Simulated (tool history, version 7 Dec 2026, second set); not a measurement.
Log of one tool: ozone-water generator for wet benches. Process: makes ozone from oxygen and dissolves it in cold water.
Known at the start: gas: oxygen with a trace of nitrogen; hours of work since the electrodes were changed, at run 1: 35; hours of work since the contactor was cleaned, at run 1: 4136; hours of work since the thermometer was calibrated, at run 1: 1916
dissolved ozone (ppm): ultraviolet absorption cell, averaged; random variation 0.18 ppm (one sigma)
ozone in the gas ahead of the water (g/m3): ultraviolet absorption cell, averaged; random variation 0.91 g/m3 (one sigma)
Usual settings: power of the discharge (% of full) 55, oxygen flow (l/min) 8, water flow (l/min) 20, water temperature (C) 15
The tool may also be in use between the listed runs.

run    hour  power of the discharge (% of full)  oxygen flow (l/min)  water flow (l/min)  water temperature (C)  hours of work since the electrodes were changed  hours of work since the contactor was cleaned  hours of work since the thermometer was calibrated  dissolved ozone (ppm)  ozone in the gas ahead of the water (g/m3)
  1       0                                  55                    8                  20                     15                                               35                                           4136                                                1916                   23.5                                       151.4
  2    64.8                                  55                    8                  20                     15                                               94                                           4195                                                1975                   23.3                                       153.2
  3    96.5                                  55                    8                  20                     15                                              123                                           4224                                                2004                   23.5                                       152.7
  4   151.4                                  55                    8                  20                     15                                              173                                           4274                                                2054                   23.4                                         152
  5   201.3                                  55                    8                  20                     15                                              218                                           4319                                                2100                   23.3                                       152.1
  6   251.2                                  55                    8                  20                     15                                              263                                           4365                                                2145                   23.5                                       152.3
  7   290.2                                  55                    8                  20                     15                                              299                                           4400                                                2181                   23.5                                         153
  8   358.1                                  55                    8                  20                     15                                              361                                           4462                                                2243                   23.5                                       150.5
  9   422.7                                  55                    8                  20                     15                                              420                                           4521                                                2302                   23.2                                       152.5
 10   461.1                                  55                    8                  20                     17                                              455                                           4556                                                2337                   22.6                                       152.3
 11   523.1                                  55                    8                  20                     15                                              511                                           4612                                                2393                   22.9                                       152.1
 12   572.2                                  55                    8                  20                     15                                              556                                           4657                                                2438                   23.3                                       150.5
 13   635.4                                  55                    8                  20                     15                                              614                                           4715                                                2496                   23.1                                       150.8
 14   674.4                                  55                    8                  20                     15                                              649                                           4750                                                2531                   23.5                                       149.7
 15   737.3                                  43                    8                  13                     15                                              707                                           4808                                                2588                   26.1                                       130.6
 16   799.4                                  57                    8                  20                     15                                              763                                           4864                                                2645                   23.5                                       153.7
 17   853.7                                  55                    8                  29                     19                                              813                                           4914                                                2694                   16.4                                       151.7
 18   920.6                                  67                  9.9                  20                     15                                              874                                           4975                                                2755                   26.3                                       156.9
 19   958.7                                  88                    8                  20                     13                                              908                                           5009                                                2790                   30.7                                       197.8
 20  1012.8                                  88                    8                  20                     13                                              958                                           5059                                                2840                     31                                       195.4
 21  1073.2                                  47                    8                  20                      9                                             1013                                           5114                                                2895                   23.2                                       138.3
 22  1130.7                                  50                13.97                  15                      8                                             1065                                           5166                                                2947                   30.6                                       119.1
 23  1183.3                                  50                13.97                  15                     19                                             1113                                           5214                                                2995                   23.8                                       118.5
 24  1252.5                                  90                 5.26                  20                     17                                             1176                                           5277                                                3058                   27.1                                       228.3
 25  1311.3                                  49                    8                  20                     15                                             1230                                           5331                                                3112                   21.4                                       141.4
 26  1378.8                                  49                    8                  27                     18                                             1291                                           5392                                                3173                   16.2                                       141.1

3 ways to go on from here, each from the tool as it stands after run 26. What would each give?
  A  1408.2                                  45                 6.25                  27                     14                                             1318                                           5419                                                3200                      ?                                           ?
  B  1408.2                                  72                 8.17                  31                     18                                             1318                                           5419                                                3200                      ?                                           ?
  C  1408.2                                  42                    8                  20                     15                                             1318                                           5419                                                3200                      ?                                           ?

run  dissolved ozone (ppm)  ozone in the gas ahead of the water (g/m3)
  A                   15.4                                       143.6
  B                     18                                       170.8
  C                   19.4                                       128.7
Without the tool's hidden state the same runs would have given:
run  dissolved ozone (ppm)  ozone in the gas ahead of the water (g/m3)
  A                   16.4                                       146.3
  B                   19.4                                       175.2
  C                   20.6                                         131
